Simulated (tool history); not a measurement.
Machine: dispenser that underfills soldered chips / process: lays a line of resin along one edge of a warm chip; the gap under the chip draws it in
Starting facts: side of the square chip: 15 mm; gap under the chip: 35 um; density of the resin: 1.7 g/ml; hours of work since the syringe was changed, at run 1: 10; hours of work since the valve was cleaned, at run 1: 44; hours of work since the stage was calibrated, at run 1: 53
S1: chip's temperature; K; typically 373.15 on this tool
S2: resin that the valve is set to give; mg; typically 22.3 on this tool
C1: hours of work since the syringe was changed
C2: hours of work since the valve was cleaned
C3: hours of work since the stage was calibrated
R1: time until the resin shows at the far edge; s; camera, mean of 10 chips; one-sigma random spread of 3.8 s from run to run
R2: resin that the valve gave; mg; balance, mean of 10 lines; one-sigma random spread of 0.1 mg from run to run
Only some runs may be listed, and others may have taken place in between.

run  hour      S1    S2  C1  C2   C3      R1     R2
  1     0  373.15  22.3  10  44   53   858.7  21.72
      1.3  -- new syringe of resin
  2   7.4  373.15  22.3   4  48   57   535.5  21.49
  3  13.2  373.15  22.3   7  52   61   693.3  21.35
     18.8  -- new syringe of resin
  4  19.7  373.15  22.3   1  55   64   398.6  21.29
  5  23.5  373.15  22.3   3  58   67   481.3  21.37
  6  30.6  373.15  23.8   7  62   71   678.9   22.8
  7  35.2  378.15  22.3  10  65   74     685  21.29
     36.2  -- new syringe of resin
  8  42.2  382.15  22.6   4  69   78     362  21.39
  9  49.1  373.15  24.4   8  73   82   731.6  23.04
     53.5  -- new syringe of resin
 10  56.2  377.15  27.8   2  77   86     375  26.24
 11    60  377.15  27.8   4  80   89   448.2  26.14
 12  67.1  360.15  27.8   8  84   93  1369.5  25.98
     71.1  -- new syringe of resin
 13  74.5  367.15    24   2  88   98   604.1  22.45
 14  79.8  375.15  22.7   5  92  101   568.1  21.17

For each run, the measured value with the value that run would have given without the tool's hidden condition subtracted. The run-to-run variation is shared by both, the gauge scatter possibly not:
Hidden conditions of the tool in this case: resin's viscosity, % of fresh resin's; dose that the valve gives, % of what is set; true chip temperature over the reading, C; drift of the gauge itself on fill_s, %; drift of the gauge itself on given_mg, %.
run      R1     R2
  1  +477.9  -0.72
  2    +149  -0.79
  3  +316.6  -0.85
  4   +18.9   -0.9
  5   +99.7  -0.94
  6  +297.5  -1.08
  7  +378.1  -1.05
  8  +100.9  -1.13
  9  +354.1  -1.29
 10   +57.9  -1.56
 11  +132.5  -1.59
 12  +689.9  -1.68
 13    +117  -1.53
 14  +213.6  -1.49

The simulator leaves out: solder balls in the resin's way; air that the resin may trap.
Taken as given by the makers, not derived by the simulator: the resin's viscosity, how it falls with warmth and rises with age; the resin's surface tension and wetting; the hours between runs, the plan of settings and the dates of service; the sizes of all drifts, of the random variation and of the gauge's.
